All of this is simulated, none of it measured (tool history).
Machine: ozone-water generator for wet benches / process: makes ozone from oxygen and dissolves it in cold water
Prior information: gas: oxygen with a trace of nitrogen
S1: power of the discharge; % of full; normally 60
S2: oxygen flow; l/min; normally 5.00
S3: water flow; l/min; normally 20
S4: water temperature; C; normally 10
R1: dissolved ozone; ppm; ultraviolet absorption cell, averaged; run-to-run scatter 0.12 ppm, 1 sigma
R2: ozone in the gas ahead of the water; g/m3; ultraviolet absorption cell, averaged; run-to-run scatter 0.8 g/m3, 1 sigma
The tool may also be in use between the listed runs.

| run | hour | S1 | S2 | S3 | S4 | R1 | R2 |
|---|---|---|---|---|---|---|---|
| 1 | 0.0 | 60 | 5.00 | 20 | 10 | 10.6 | 121.8 |
| 2 | 40.6 | 69 | 5.00 | 20 | 10 | 11.7 | 138.2 |
| 3 | 106.2 | 69 | 5.00 | 20 | 10 | 11.7 | 136.7 |
| 4 | 168.5 | 69 | 5.00 | 20 | 10 | 11.3 | 135.3 |
| 5 | 232.7 | 69 | 5.00 | 20 | 10 | 11.4 | 137.1 |
| 6 | 285.2 | 69 | 5.00 | 20 | 10 | 11.5 | 137.5 |
| 7 | 332.0 | 60 | 5.00 | 20 | 10 | 10.0 | 120.7 |
| 8 | 372.6 | 60 | 5.00 | 20 | 9 | 10.3 | 121.3 |
| 9 | 420.2 | 60 | 5.00 | 20 | 6 | 10.4 | 119.8 |
| 10 | 484.8 | 60 | 5.00 | 20 | 6 | 10.4 | 120.5 |
| 11 | 529.0 | 60 | 2.83 | 20 | 10 | 9.9 | 173.1 |
| 12 | 593.8 | 60 | 2.83 | 19 | 7 | 10.6 | 173.8 |
| 13 | 668.4 | 68 | 2.83 | 19 | 6 | 11.6 | 196.2 |
| 14 | 727.6 | 68 | 6.48 | 19 | 6 | 12.1 | 112.5 |
| 15 | 796.7 | 48 | 5.80 | 17 | 6 | 9.7 | 88.8 |
| 16 | 835.8 | 48 | 5.80 | 17 | 6 | 9.5 | 87.9 |
|  | 858.0 | contactor cleaned |
| 17 | 909.4 | 48 | 5.80 | 17 | 7 | 10.3 | 87.3 |
| 18 | 982.2 | 75 | 4.06 | 17 | 7 | 15.9 | 162.1 |
| 19 | 1030.8 | 60 | 5.00 | 20 | 9 | 10.8 | 117.1 |
| 20 | 1082.4 | 60 | 5.00 | 20 | 9 | 10.8 | 117.3 |
| 21 | 1136.7 | 52 | 3.65 | 23 | 11 | 8.1 | 128.9 |
| 22 | 1174.9 | 52 | 3.65 | 23 | 11 | 8.3 | 127.1 |

3 options for the next run, each taken on its own from the tool as it stands now. Forecast them:
| A | 1225.5 | 86 | 3.65 | 23 | 11 | ? | ? |
| B | 1225.5 | 68 | 5.00 | 19 | 5 | ? | ? |
| C | 1225.5 | 60 | 5.64 | 20 | 10 | ? | ? |

| run | R1 | R2 |
|---|---|---|
| A | 12.7 | 197.7 |
| B | 13.0 | 130.9 |
| C | 10.6 | 106.8 |
Stripped of hidden state, with their random variation kept, the same runs would have yielded:
| run | R1 | R2 |
|---|---|---|
| A | 13.8 | 212.4 |
| B | 13.9 | 138.9 |
| C | 11.3 | 112.6 |
